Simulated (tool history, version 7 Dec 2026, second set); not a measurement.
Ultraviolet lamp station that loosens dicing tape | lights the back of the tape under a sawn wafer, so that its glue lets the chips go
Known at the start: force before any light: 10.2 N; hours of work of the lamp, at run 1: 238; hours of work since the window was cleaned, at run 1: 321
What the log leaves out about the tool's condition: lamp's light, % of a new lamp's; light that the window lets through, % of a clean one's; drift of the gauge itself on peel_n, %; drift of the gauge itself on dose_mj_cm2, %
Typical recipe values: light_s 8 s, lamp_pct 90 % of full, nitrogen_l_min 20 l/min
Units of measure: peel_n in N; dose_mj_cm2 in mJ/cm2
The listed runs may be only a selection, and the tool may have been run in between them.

run,hour,light_s,lamp_pct,nitrogen_l_min,hours of work of the lamp,hours of work since the window was cleaned,peel_n,dose_mj_cm2
1,0.0,8,90,20,238,321,0.509,286
2,5.4,8,90,20,242,325,0.518,288
3,12.3,8,90,20,247,330,0.511,286
4,19.6,8,90,20,252,335,0.494,284
5,27.2,8,90,20,257,340,0.516,282
6,34.6,8,90,20,262,346,0.516,285
7,42.9,8,90,20,268,351,0.519,279
8,50.5,8,90,20,273,357,0.493,279
9,58.3,8,90,20,279,362,0.509,280
10,68.2,8,90,20,286,369,0.529,282
# hour 69.2: window cleaned of glue's vapour
11,75.6,8,90,20,290,4,0.555,272
12,80.0,8,90,20,294,8,0.558,270
# hour 84.1: window cleaned of glue's vapour, once more
13,88.0,7,90,20,299,3,0.667,252
14,96.6,12,90,20,305,9,0.258,425
15,102.0,8,90,14,309,12,0.622,282
16,111.2,8,90,14,315,19,0.633,279
17,120.9,8,68,14,322,26,1.121,210
18,130.4,16,90,20,328,32,0.208,566
19,136.9,7,70,8,333,37,1.858,192
20,144.6,7,70,8,338,42,1.862,189
21,149.3,12,78,30,342,45,0.286,359
22,153.7,15,97,30,345,48,0.201,552
23,160.2,8,95,20,349,53,0.468,293
24,169.4,15,87,39,356,59,0.219,500
25,177.8,11,90,8,361,65,0.490,375
26,183.8,11,90,8,365,69,0.488,377
27,193.7,8,90,16,372,76,0.637,271
28,200.4,5,74,19,377,81,2.027,140
29,209.6,5,74,8,384,87,2.853,138
30,216.7,8,73,17,388,92,0.973,217
31,224.5,4,90,20,394,98,2.232,133
32,229.4,4,90,20,397,101,2.083,133
33,236.6,4,97,12,402,106,2.382,143
34,244.6,5,81,12,408,112,2.181,151
35,249.2,5,81,12,411,115,2.230,147
36,255.4,7,90,13,415,119,0.980,232

Here are 4 independent what-if runs from the current tool condition. What would each one return?
A,259.5,7,66,23,418,122,?,?
B,259.5,7,83,13,418,122,?,?
C,259.5,8,90,26,418,122,?,?
D,259.5,6,88,36,418,122,?,?

run,peel_n,dose_mj_cm2
A,1.401,169
B,1.177,214
C,0.537,261
D,0.885,193
What these runs would have given with no unlogged condition in the tool:
run,peel_n,dose_mj_cm2
A,0.861,217
B,0.712,274
C,0.332,335
D,0.522,248

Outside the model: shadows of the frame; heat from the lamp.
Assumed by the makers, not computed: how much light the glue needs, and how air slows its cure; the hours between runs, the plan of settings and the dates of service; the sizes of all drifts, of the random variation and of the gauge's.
